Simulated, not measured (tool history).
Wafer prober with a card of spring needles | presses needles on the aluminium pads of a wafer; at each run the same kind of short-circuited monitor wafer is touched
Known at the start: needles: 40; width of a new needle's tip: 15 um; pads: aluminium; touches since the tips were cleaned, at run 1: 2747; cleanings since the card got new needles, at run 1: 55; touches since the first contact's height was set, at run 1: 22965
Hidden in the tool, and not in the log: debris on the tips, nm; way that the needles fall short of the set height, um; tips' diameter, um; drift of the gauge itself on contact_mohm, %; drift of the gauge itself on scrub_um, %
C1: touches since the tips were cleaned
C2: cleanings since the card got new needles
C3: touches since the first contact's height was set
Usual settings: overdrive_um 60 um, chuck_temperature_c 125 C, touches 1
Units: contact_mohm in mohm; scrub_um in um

run 1 hour=0.0 | overdrive_um=60 chuck_temperature_c=125 touches=1 | C1=2747 C2=55 C3=22965 | contact_mohm=222 scrub_um=12.86
-- hour=11.2 tips cleaned on abrasive film
run 2 hour=16.7 | overdrive_um=60 chuck_temperature_c=125 touches=1 | C1=2559 C2=56 C3=30682 | contact_mohm=218 scrub_um=12.88
-- hour=27.5 tips cleaned on abrasive film
-- hour=42.1 tips cleaned on abrasive film
run 3 hour=46.9 | overdrive_um=60 chuck_temperature_c=125 touches=1 | C1=2225 C2=58 C3=44667 | contact_mohm=219 scrub_um=12.84
-- hour=56.8 tips cleaned on abrasive film
run 4 hour=69.1 | overdrive_um=60 chuck_temperature_c=125 touches=1 | C1=5730 C2=59 C3=54983 | contact_mohm=244 scrub_um=12.87
-- hour=72.0 tips cleaned on abrasive film
-- hour=89.1 tips cleaned on abrasive film
run 5 hour=94.1 | overdrive_um=60 chuck_temperature_c=125 touches=1 | C1=2334 C2=61 C3=66545 | contact_mohm=222 scrub_um=12.87
-- hour=105.4 tips cleaned on abrasive film
run 6 hour=116.1 | overdrive_um=60 chuck_temperature_c=125 touches=1 | C1=4988 C2=62 C3=76714 | contact_mohm=241 scrub_um=12.78
-- hour=122.5 tips cleaned on abrasive film
-- hour=139.1 tips cleaned on abrasive film
run 7 hour=142.1 | overdrive_um=60 chuck_temperature_c=125 touches=1 | C1=1398 C2=64 C3=88756 | contact_mohm=212 scrub_um=12.78
-- hour=153.9 tips cleaned on abrasive film
run 8 hour=159.8 | overdrive_um=60 chuck_temperature_c=125 touches=1 | C1=2765 C2=65 C3=96957 | contact_mohm=224 scrub_um=12.77
-- hour=169.7 tips cleaned on abrasive film
run 9 hour=180.0 | overdrive_um=60 chuck_temperature_c=125 touches=1 | C1=4812 C2=66 C3=106314 | contact_mohm=239 scrub_um=12.77
-- hour=184.4 tips cleaned on abrasive film
-- hour=200.5 tips cleaned on abrasive film
run 10 hour=210.5 | overdrive_um=60 chuck_temperature_c=125 touches=1 | C1=4645 C2=68 C3=120430 | contact_mohm=240 scrub_um=12.76
-- hour=216.1 tips cleaned on abrasive film
run 11 hour=228.5 | overdrive_um=60 chuck_temperature_c=125 touches=1 | C1=5775 C2=69 C3=128765 | contact_mohm=246 scrub_um=12.76
-- hour=231.3 tips cleaned on abrasive film
-- hour=240.4 height of the first contact set anew
-- hour=246.6 tips cleaned on abrasive film
run 12 hour=249.1 | overdrive_um=60 chuck_temperature_c=125 touches=1 | C1=1134 C2=71 C3=4015 | contact_mohm=201 scrub_um=12.92
-- hour=262.8 tips cleaned on abrasive film
run 13 hour=272.7 | overdrive_um=60 chuck_temperature_c=125 touches=1 | C1=4636 C2=72 C3=14992 | contact_mohm=246 scrub_um=12.90
-- hour=277.9 tips cleaned on abrasive film
run 14 hour=289.5 | overdrive_um=60 chuck_temperature_c=125 touches=2 | C1=5400 C2=73 C3=22762 | contact_mohm=217 scrub_um=12.93
-- hour=294.3 tips cleaned on abrasive film
run 15 hour=307.0 | overdrive_um=60 chuck_temperature_c=48 touches=1 | C1=5903 C2=74 C3=30843 | contact_mohm=239 scrub_um=12.89
-- hour=309.4 tips cleaned on abrasive film
-- hour=325.0 tips cleaned on abrasive film
run 16 hour=331.3 | overdrive_um=60 chuck_temperature_c=48 touches=1 | C1=2933 C2=76 C3=42074 | contact_mohm=221 scrub_um=12.82
-- hour=339.9 tips cleaned on abrasive film
run 17 hour=346.8 | overdrive_um=49 chuck_temperature_c=61 touches=2 | C1=3213 C2=77 C3=49265 | contact_mohm=222 scrub_um=10.45
-- hour=356.0 tips cleaned on abrasive film
run 18 hour=362.2 | overdrive_um=74 chuck_temperature_c=66 touches=2 | C1=2868 C2=78 C3=56381 | contact_mohm=182 scrub_um=15.85
-- hour=371.9 tips cleaned on abrasive film
run 19 hour=386.3 | overdrive_um=50 chuck_temperature_c=79 touches=1 | C1=6721 C2=79 C3=67579 | contact_mohm=282 scrub_um=10.65
-- hour=388.7 tips cleaned on abrasive film
-- hour=405.1 tips cleaned on abrasive film
run 20 hour=405.1 | overdrive_um=80 chuck_temperature_c=104 touches=3 | C1=0 C2=81 C3=76256 | contact_mohm=174 scrub_um=17.07
-- hour=420.7 tips cleaned on abrasive film
run 21 hour=422.4 | overdrive_um=80 chuck_temperature_c=104 touches=3 | C1=824 C2=82 C3=84266 | contact_mohm=177 scrub_um=17.05
-- hour=436.0 tips cleaned on abrasive film
run 22 hour=436.7 | overdrive_um=80 chuck_temperature_c=104 touches=3 | C1=328 C2=83 C3=90863 | contact_mohm=177 scrub_um=17.10
-- hour=453.0 tips cleaned on abrasive film
run 23 hour=454.1 | overdrive_um=45 chuck_temperature_c=104 touches=3 | C1=515 C2=84 C3=98944 | contact_mohm=192 scrub_um=9.56
-- hour=469.4 tips cleaned on abrasive film
run 24 hour=481.5 | overdrive_um=46 chuck_temperature_c=118 touches=3 | C1=5621 C2=85 C3=111646 | contact_mohm=224 scrub_um=9.73
-- hour=485.2 tips cleaned on abrasive film
run 25 hour=494.2 | overdrive_um=46 chuck_temperature_c=118 touches=3 | C1=4191 C2=86 C3=117537 | contact_mohm=220 scrub_um=9.74
-- hour=499.9 tips cleaned on abrasive film
run 26 hour=510.7 | overdrive_um=53 chuck_temperature_c=125 touches=1 | C1=4990 C2=87 C3=125140 | contact_mohm=260 scrub_um=11.23
-- hour=515.8 tips cleaned on abrasive film
-- hour=528.4 height of the first contact set anew
-- hour=532.9 tips cleaned on abrasive film
run 27 hour=538.1 | overdrive_um=58 chuck_temperature_c=125 touches=1 | C1=2454 C2=89 C3=4471 | contact_mohm=226 scrub_um=12.51
-- hour=549.3 tips cleaned on abrasive film
run 28 hour=557.8 | overdrive_um=58 chuck_temperature_c=125 touches=1 | C1=3946 C2=90 C3=13585 | contact_mohm=239 scrub_um=12.46
-- hour=564.6 tips cleaned on abrasive film
-- hour=579.8 tips cleaned on abrasive film
run 29 hour=579.8 | overdrive_um=40 chuck_temperature_c=64 touches=2 | C1=0 C2=92 C3=23754 | contact_mohm=193 scrub_um=8.55
-- hour=594.5 tips cleaned on abrasive film
run 30 hour=597.1 | overdrive_um=40 chuck_temperature_c=64 touches=2 | C1=1197 C2=93 C3=31749 | contact_mohm=216 scrub_um=8.56
-- hour=609.6 tips cleaned on abrasive film
run 31 hour=621.7 | overdrive_um=40 chuck_temperature_c=64 touches=2 | C1=5646 C2=94 C3=43184 | contact_mohm=270 scrub_um=8.53
-- hour=624.3 tips cleaned on abrasive film
-- hour=638.9 tips cleaned on abrasive film
run 32 hour=641.7 | overdrive_um=60 chuck_temperature_c=119 touches=1 | C1=1305 C2=96 C3=52381 | contact_mohm=208 scrub_um=12.81

Forecast each of these 3 alternatives for the next run:
-- hour=655.1 tips cleaned on abrasive film
run A hour=665.1 | overdrive_um=43 chuck_temperature_c=50 touches=1 | C1=4657 C2=97 C3=63267 | contact_mohm=? scrub_um=?
-- hour=655.1 tips cleaned on abrasive film
run B hour=665.1 | overdrive_um=44 chuck_temperature_c=125 touches=1 | C1=4657 C2=97 C3=63267 | contact_mohm=? scrub_um=?
-- hour=655.1 tips cleaned on abrasive film
run C hour=665.1 | overdrive_um=60 chuck_temperature_c=26 touches=1 | C1=4657 C2=97 C3=63267 | contact_mohm=? scrub_um=?

run=A contact_mohm=295 scrub_um=9.16
run=B contact_mohm=296 scrub_um=9.38
run=C contact_mohm=230 scrub_um=12.79
Without the tool's hidden state the same runs would have given:
run=A contact_mohm=171 scrub_um=9.26
run=B contact_mohm=189 scrub_um=9.48
run=C contact_mohm=158 scrub_um=12.89

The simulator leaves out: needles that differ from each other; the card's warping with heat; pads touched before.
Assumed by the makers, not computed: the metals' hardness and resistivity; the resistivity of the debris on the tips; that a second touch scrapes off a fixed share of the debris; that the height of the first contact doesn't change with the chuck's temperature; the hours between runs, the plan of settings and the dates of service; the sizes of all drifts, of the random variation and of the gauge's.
